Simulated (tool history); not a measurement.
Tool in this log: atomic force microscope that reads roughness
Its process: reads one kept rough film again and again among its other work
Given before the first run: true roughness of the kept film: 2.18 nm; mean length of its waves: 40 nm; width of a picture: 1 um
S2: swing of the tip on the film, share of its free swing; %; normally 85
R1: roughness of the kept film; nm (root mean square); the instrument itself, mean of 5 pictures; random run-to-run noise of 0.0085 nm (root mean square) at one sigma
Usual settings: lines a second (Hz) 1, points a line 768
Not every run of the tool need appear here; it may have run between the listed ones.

Run 1, day 0: usual settings. Result: R1 1.878 nm (root mean square).
Run 2, day 2.371: usual settings. Result: R1 1.78 nm (root mean square).
At day 4.296: height scale calibrated on a step standard.
At day 4.446: new tip fitted.
Run 3, day 4.767: usual settings but S2 69 %. Result: R1 2.067 nm (root mean square).
Run 4, day 7.242: usual settings but S2 69 %. Result: R1 1.969 nm (root mean square).
Run 5, day 9.425: usual settings but S2 69 %. Result: R1 1.895 nm (root mean square).
At day 10.146: new tip fitted.
Run 6, day 11.871: usual settings but S2 69 %. Result: R1 2.043 nm (root mean square).
At day 13.296: height scale calibrated on a step standard, once more.
Run 7, day 13.846: usual settings but S2 69 %. Result: R1 1.852 nm (root mean square).
Run 8, day 14.925: usual settings but S2 69 %. Result: R1 1.825 nm (root mean square).
At day 15.925: new tip fitted.
Run 9, day 16.633: usual settings but S2 69 %. Result: R1 1.961 nm (root mean square).
Run 10, day 19.121: usual settings but S2 69 %. Result: R1 1.882 nm (root mean square).
Run 11, day 21.483: usual settings but lines a second (Hz) 3.16. Result: R1 1.375 nm (root mean square).
At day 21.696: new tip fitted.
Run 12, day 23.117: usual settings but lines a second (Hz) 3.16. Result: R1 1.458 nm (root mean square).
Run 13, day 24.567: usual settings but S2 71 %. Result: R1 1.895 nm (root mean square).
Run 14, day 26.654: usual settings but S2 71 %. Result: R1 1.822 nm (root mean square).
At day 27.438: new tip fitted.
Run 15, day 28.012: usual settings but S2 71 %. Result: R1 1.961 nm (root mean square).
Run 16, day 30.529: usual settings but S2 71 %. Result: R1 1.864 nm (root mean square).
Run 17, day 32.85: usual settings. Result: R1 1.718 nm (root mean square).
At day 33.158: new tip fitted.
Run 18, day 35.088: usual settings but points a line 382. Result: R1 1.806 nm (root mean square).
Run 19, day 37.392: usual settings but lines a second (Hz) 1.05. Result: R1 1.73 nm (root mean square).
At day 38.904: new tip fitted.
Run 20, day 39.517: usual settings. Result: R1 1.851 nm (root mean square).
Run 21, day 41.783: usual settings. Result: R1 1.782 nm (root mean square).
Run 22, day 42.904: usual settings. Result: R1 1.737 nm (root mean square).
At day 44.604: new tip fitted.
Run 23, day 44.942: usual settings. Result: R1 1.863 nm (root mean square).
Run 24, day 46.917: usual settings but points a line 969. Result: R1 1.811 nm (root mean square).
Run 25, day 49.075: usual settings but points a line 969. Result: R1 1.73 nm (root mean square).
At day 50.325: new tip fitted.
Run 26, day 51.508: usual settings but points a line 969. Result: R1 1.842 nm (root mean square).
Run 27, day 53.417: usual settings but S2 70 %, points a line 705. Result: R1 1.886 nm (root mean square).
Run 28, day 54.558: usual settings but lines a second (Hz) 0.62, points a line 270. Result: R1 1.813 nm (root mean square).
Run 29, day 55.988: usual settings but S2 64 %, points a line 354. Result: R1 1.832 nm (root mean square).
At day 56.204: new tip fitted.
Run 30, day 57.092: usual settings but lines a second (Hz) 0.85, S2 87 %, points a line 728. Result: R1 1.861 nm (root mean square).
Run 31, day 58.162: usual settings but lines a second (Hz) 3.93, S2 86 %, points a line 841. Result: R1 1.353 nm (root mean square).
Run 32, day 59.421: usual settings but lines a second (Hz) 3.93, S2 86 %, points a line 731. Result: R1 1.31 nm (root mean square).
Run 33, day 60.842: usual settings but lines a second (Hz) 3.93, S2 86 %, points a line 731. Result: R1 1.289 nm (root mean square).
At day 62.092: new tip fitted.
Run 34, day 63.379: usual settings but lines a second (Hz) 1.74, S2 77 %, points a line 955. Result: R1 1.826 nm (root mean square).
Run 35, day 64.746: usual settings but lines a second (Hz) 0.51, S2 55 %. Result: R1 2.029 nm (root mean square).
Run 36, day 65.912: usual settings but lines a second (Hz) 1.85, S2 68 %, points a line 455. Result: R1 1.812 nm (root mean square).
At day 67.812: new tip fitted.
Run 37, day 67.812: usual settings but lines a second (Hz) 0.54, S2 56 %, points a line 629. Result: R1 2.108 nm (root mean square).
Run 38, day 69.946: usual settings but lines a second (Hz) 1.38, S2 90 %, points a line 589. Result: R1 1.691 nm (root mean square).
Run 39, day 71.529: usual settings but lines a second (Hz) 0.59, S2 90 %, points a line 589. Result: R1 1.827 nm (root mean square).
Run 40, day 72.554: usual settings but S2 77 %, points a line 862. Result: R1 1.8 nm (root mean square).
At day 73.671: new tip fitted.
Run 41, day 73.671: usual settings but S2 77 %, points a line 862. Result: R1 1.987 nm (root mean square).
Run 42, day 75: usual settings but lines a second (Hz) 1.45, S2 66 %. Result: R1 1.959 nm (root mean square).
Run 43, day 77.208: usual settings but lines a second (Hz) 2.91. Result: R1 1.484 nm (root mean square).
Run 44, day 79.192: usual settings but lines a second (Hz) 1.61, S2 70 %. Result: R1 1.781 nm (root mean square).
At day 79.496: new tip fitted.
Run 45, day 81.25: usual settings but lines a second (Hz) 1.61, S2 77 %, points a line 711. Result: R1 1.839 nm (root mean square).
Run 46, day 83.196: usual settings but lines a second (Hz) 1.61, S2 71 %, points a line 333. Result: R1 1.823 nm (root mean square).
At day 84.646: height scale calibrated on a step standard.
Run 47, day 84.692: usual settings but lines a second (Hz) 1.49, S2 87 %, points a line 289. Result: R1 1.577 nm (root mean square).
At day 85.25: new tip fitted.
Run 48, day 86.221: usual settings but lines a second (Hz) 1.49, S2 87 %, points a line 289. Result: R1 1.695 nm (root mean square).
Run 49, day 88.029: usual settings but lines a second (Hz) 1.49, S2 87 %, points a line 289. Result: R1 1.627 nm (root mean square).
Run 50, day 89.338: usual settings but lines a second (Hz) 0.57, S2 73 %, points a line 558. Result: R1 1.854 nm (root mean square).
At day 91.062: new tip fitted.
Run 51, day 91.362: usual settings but S2 69 %. Result: R1 1.99 nm (root mean square).

4 options for the next run, each taken on its own from the tool as it stands now. Forecast them:
Run A, day 93.333: usual settings but lines a second (Hz) 1.06, S2 59 %, points a line 798. Result: R1 ?.
Run B, day 93.333: usual settings but S2 73 %. Result: R1 ?.
Run C, day 93.333: usual settings but S2 65 %. Result: R1 ?.
Run D, day 93.333: usual settings. Result: R1 ?.

run     R1
  A  1.958
  B  1.886
  C  1.928
  D  1.793
The same runs, with their run-to-run variation unchanged, on a tool lacking any hidden condition would have given:
run     R1
  A  2.034
  B   1.96
  C  2.003
  D  1.862

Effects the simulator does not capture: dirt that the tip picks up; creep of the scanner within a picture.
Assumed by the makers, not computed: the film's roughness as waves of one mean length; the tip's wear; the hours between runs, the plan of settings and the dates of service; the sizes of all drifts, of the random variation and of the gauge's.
